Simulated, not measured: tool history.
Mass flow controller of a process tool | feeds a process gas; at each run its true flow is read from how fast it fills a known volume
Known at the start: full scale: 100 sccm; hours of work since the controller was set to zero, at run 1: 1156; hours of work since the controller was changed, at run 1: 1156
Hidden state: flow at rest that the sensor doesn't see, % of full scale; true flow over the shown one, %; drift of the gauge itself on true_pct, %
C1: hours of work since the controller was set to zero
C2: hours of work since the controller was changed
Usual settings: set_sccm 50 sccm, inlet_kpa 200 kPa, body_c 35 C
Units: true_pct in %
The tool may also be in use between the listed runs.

Run 1, day 0: usual settings; C1 1156; C2 1156. Result: true_pct 100 %.
Run 2, day 2.054: usual settings; C1 1189; C2 1189. Result: true_pct 99.99 %.
Run 3, day 6.217: usual settings; C1 1257; C2 1257. Result: true_pct 100 %.
Run 4, day 9.954: usual settings but body_c 20 C; C1 1318; C2 1318. Result: true_pct 98.32 %.
Run 5, day 13.292: usual settings; C1 1372; C2 1372. Result: true_pct 100.14 %.
Run 6, day 17.954: usual settings but set_sccm 48 sccm, body_c 38 C; C1 1448; C2 1448. Result: true_pct 100.28 %.
At day 18.308: controller's zero set anew.
Run 7, day 21.421: usual settings but set_sccm 24 sccm, inlet_kpa 236 kPa, body_c 20 C; C1 51; C2 1504. Result: true_pct 96.5 %.
Run 8, day 25.088: usual settings but set_sccm 24 sccm, inlet_kpa 236 kPa, body_c 20 C; C1 110; C2 1563. Result: true_pct 96.53 %.
Run 9, day 29.779: usual settings but set_sccm 30 sccm, body_c 32 C; C1 187; C2 1640. Result: true_pct 98.53 %.
Run 10, day 32.492: usual settings but set_sccm 30 sccm, body_c 32 C; C1 231; C2 1684. Result: true_pct 98.56 %.

Some steps in true_pct between neighbouring runs. How much of each would the tool show without its hidden state too (settings, what came in, random variation), and how much is left for the hidden state, with any gauge scatter that isn't in both results?
Run 6 -> 7: set_sccm 48 -> 24, inlet_kpa 200 -> 236, body_c 38 -> 20, controller's zero set anew. true_pct -3.78 %: hidden state -0.95, all else -2.83.
